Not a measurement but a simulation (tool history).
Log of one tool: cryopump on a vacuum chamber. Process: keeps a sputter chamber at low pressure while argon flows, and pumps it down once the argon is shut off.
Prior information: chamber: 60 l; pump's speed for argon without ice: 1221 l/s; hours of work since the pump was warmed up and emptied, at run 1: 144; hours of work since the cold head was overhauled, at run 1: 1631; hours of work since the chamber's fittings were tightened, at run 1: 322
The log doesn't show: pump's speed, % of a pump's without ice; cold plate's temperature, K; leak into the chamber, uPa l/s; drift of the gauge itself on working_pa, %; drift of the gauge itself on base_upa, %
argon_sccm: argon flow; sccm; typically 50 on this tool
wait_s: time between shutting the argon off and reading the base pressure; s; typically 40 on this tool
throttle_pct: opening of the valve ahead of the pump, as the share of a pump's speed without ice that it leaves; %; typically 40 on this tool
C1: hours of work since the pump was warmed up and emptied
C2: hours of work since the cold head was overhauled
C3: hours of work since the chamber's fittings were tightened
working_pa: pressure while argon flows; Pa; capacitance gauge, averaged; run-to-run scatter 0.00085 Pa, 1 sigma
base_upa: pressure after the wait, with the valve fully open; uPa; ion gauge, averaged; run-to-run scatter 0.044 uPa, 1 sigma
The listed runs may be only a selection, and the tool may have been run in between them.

Run 1, hour 0: usual settings; C1 144; C2 1631; C3 322. Result: working_pa 0.1784 Pa, base_upa 2.72 uPa.
Run 2, hour 62.7: usual settings; C1 180; C2 1667; C3 358. Result: working_pa 0.1804 Pa, base_upa 2.76 uPa.
Run 3, hour 103.1: usual settings but wait_s 22 s; C1 203; C2 1691; C3 382. Result: working_pa 0.1826 Pa, base_upa 4.75 uPa.
Run 4, hour 177.4: usual settings but wait_s 22 s; C1 246; C2 1734; C3 425. Result: working_pa 0.184 Pa, base_upa 4.89 uPa.
Run 5, hour 232: usual settings but argon_sccm 23 sccm; C1 278; C2 1766; C3 456. Result: working_pa 0.0863 Pa, base_upa 2.86 uPa.
Run 6, hour 283.3: usual settings but argon_sccm 23 sccm; C1 308; C2 1795; C3 486. Result: working_pa 0.0869 Pa, base_upa 2.83 uPa.
Run 7, hour 324.4: usual settings but argon_sccm 23 sccm; C1 332; C2 1819; C3 510. Result: working_pa 0.0872 Pa, base_upa 2.99 uPa.
Run 8, hour 371.7: usual settings but wait_s 35 s; C1 359; C2 1846; C3 537. Result: working_pa 0.1906 Pa, base_upa 3.28 uPa.
Run 9, hour 451: usual settings but wait_s 35 s; C1 405; C2 1892; C3 583. Result: working_pa 0.1948 Pa, base_upa 3.31 uPa.
Run 10, hour 502.8: usual settings but wait_s 35 s; C1 435; C2 1922; C3 613. Result: working_pa 0.1959 Pa, base_upa 3.27 uPa.
Run 11, hour 558: usual settings; C1 467; C2 1954; C3 645. Result: working_pa 0.1988 Pa, base_upa 3.01 uPa.
At hour 574.2: pump warmed up, emptied and cooled again.
Run 12, hour 611.4: usual settings but throttle_pct 49 %; C1 22; C2 1982; C3 673. Result: working_pa 0.1436 Pa, base_upa 2.93 uPa.
Run 13, hour 653.5: usual settings but throttle_pct 49 %; C1 46; C2 2007; C3 698. Result: working_pa 0.1459 Pa, base_upa 2.84 uPa.
Run 14, hour 731: usual settings but argon_sccm 20 sccm, throttle_pct 49 %; C1 91; C2 2052; C3 742. Result: working_pa 0.0591 Pa, base_upa 2.85 uPa.
Run 15, hour 796.3: usual settings but argon_sccm 20 sccm, throttle_pct 49 %; C1 129; C2 2090; C3 780. Result: working_pa 0.0592 Pa, base_upa 2.98 uPa.
Run 16, hour 867.2: usual settings but argon_sccm 29 sccm, throttle_pct 49 %; C1 170; C2 2131; C3 821. Result: working_pa 0.0863 Pa, base_upa 2.91 uPa.
Run 17, hour 917.2: usual settings but argon_sccm 85 sccm, wait_s 49 s, throttle_pct 16 %; C1 199; C2 2160; C3 850. Result: working_pa 0.7585 Pa, base_upa 2.62 uPa.
Run 18, hour 979.9: usual settings but argon_sccm 22 sccm, wait_s 235 s, throttle_pct 16 %; C1 235; C2 2196; C3 887. Result: working_pa 0.1971 Pa, base_upa 0.99 uPa.
Run 19, hour 1026: usual settings but argon_sccm 22 sccm, wait_s 235 s, throttle_pct 16 %; C1 262; C2 2223; C3 913. Result: working_pa 0.1969 Pa, base_upa 1.06 uPa.
Run 20, hour 1106.6: usual settings but wait_s 121 s, throttle_pct 32 %; C1 308; C2 2269; C3 960. Result: working_pa 0.2338 Pa, base_upa 1.5 uPa.
Run 21, hour 1170.1: usual settings but wait_s 21 s; C1 345; C2 2306; C3 997. Result: working_pa 0.1931 Pa, base_upa 5.33 uPa.
Run 22, hour 1234.1: usual settings but wait_s 21 s; C1 382; C2 2343; C3 1034. Result: working_pa 0.1936 Pa, base_upa 5.29 uPa.
Run 23, hour 1273.9: usual settings but wait_s 21 s; C1 405; C2 2366; C3 1057. Result: working_pa 0.1979 Pa, base_upa 5.42 uPa.
Run 24, hour 1356.3: usual settings but wait_s 21 s; C1 453; C2 2414; C3 1105. Result: working_pa 0.2016 Pa, base_upa 5.36 uPa.
At hour 1395.7: pump warmed up, emptied and cooled again.
Run 25, hour 1418: usual settings but argon_sccm 73 sccm, wait_s 27 s; C1 13; C2 2447; C3 1138. Result: working_pa 0.2543 Pa, base_upa 4.25 uPa.
Run 26, hour 1501: usual settings but argon_sccm 21 sccm, wait_s 22 s, throttle_pct 28 %; C1 61; C2 2495; C3 1186. Result: working_pa 0.1057 Pa, base_upa 4.89 uPa.
Run 27, hour 1559.7: usual settings but argon_sccm 21 sccm, wait_s 22 s, throttle_pct 28 %; C1 95; C2 2529; C3 1220. Result: working_pa 0.1074 Pa, base_upa 5 uPa.
Run 28, hour 1625.9: usual settings but argon_sccm 21 sccm, wait_s 29 s, throttle_pct 28 %; C1 133; C2 2567; C3 1258. Result: working_pa 0.1058 Pa, base_upa 4.06 uPa.
Run 29, hour 1660.8: usual settings but wait_s 62 s; C1 154; C2 2588; C3 1278. Result: working_pa 0.1827 Pa, base_upa 2.43 uPa.
Run 30, hour 1710: usual settings but argon_sccm 79 sccm, throttle_pct 18 %; C1 182; C2 2616; C3 1307. Result: working_pa 0.6318 Pa, base_upa 3.13 uPa.
Run 31, hour 1754.7: usual settings but argon_sccm 24 sccm, throttle_pct 39 %; C1 208; C2 2642; C3 1333. Result: working_pa 0.0911 Pa, base_upa 3.25 uPa.
Run 32, hour 1829.3: usual settings but argon_sccm 29 sccm, wait_s 283 s, throttle_pct 53 %; C1 251; C2 2685; C3 1376. Result: working_pa 0.0844 Pa, base_upa 1.23 uPa.

Pick out some run-to-run changes in working_pa. Of each, how much would a tool without hidden state show as well, from the settings, what came in and chance, and how much is left for the hidden state and any gauge scatter not in both results compared?
Run 11 -> 12: throttle_pct 40 -> 49, pump warmed up, emptied and cooled again. working_pa -0.0552 Pa: hidden state -0.0235, all else -0.0317.
Run 16 -> 17: argon_sccm 29 -> 85, wait_s 40 -> 49, throttle_pct 49 -> 16. working_pa +0.6722 Pa: hidden state +0.0138, all else +0.6584.
Run 17 -> 18: argon_sccm 85 -> 22, wait_s 49 -> 235. working_pa -0.5614 Pa: hidden state -0.0135, all else -0.5479.
Run 24 -> 25: argon_sccm 50 -> 73, wait_s 21 -> 27, pump warmed up, emptied and cooled again. working_pa +0.0527 Pa: hidden state -0.0246, all else +0.0773.
Run 30 -> 31: argon_sccm 79 -> 24, throttle_pct 18 -> 39. working_pa -0.5407 Pa: hidden state -0.011, all else -0.5297.
